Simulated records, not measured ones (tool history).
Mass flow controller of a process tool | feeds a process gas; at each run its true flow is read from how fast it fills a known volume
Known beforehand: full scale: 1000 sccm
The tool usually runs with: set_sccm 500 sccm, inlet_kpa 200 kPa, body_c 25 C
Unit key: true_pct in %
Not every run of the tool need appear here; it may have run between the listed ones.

run	day	set_sccm	inlet_kpa	body_c	true_pct
1	0	500	200	25	100.18
2	5.988	500	200	25	100.24
3	13.879	500	200	37	100.91
4	26.229	741	200	25	100.38
5	37.038	741	200	25	100.57
6	46.992	741	200	25	100.38
7	55.683	741	200	25	100.49
8	67.821	500	200	28	100.51
9	78.667	179	170	38	101.8
10	89.458	179	170	38	101.81
11	98.85	582	229	39	101.35
12	106.8	864	154	23	100.24

Each row is a separate what-if for the run after 12, all from the same tool condition, not one after another. Results?
A	118.175	500	142	33	?
B	118.175	104	231	22	?
C	118.175	539	200	25	?

run	true_pct
A	100.58
B	103.17
C	100.62
Without the tool's hidden state the same runs would have given:
run	true_pct
A	99.49
B	99.37
C	99.59
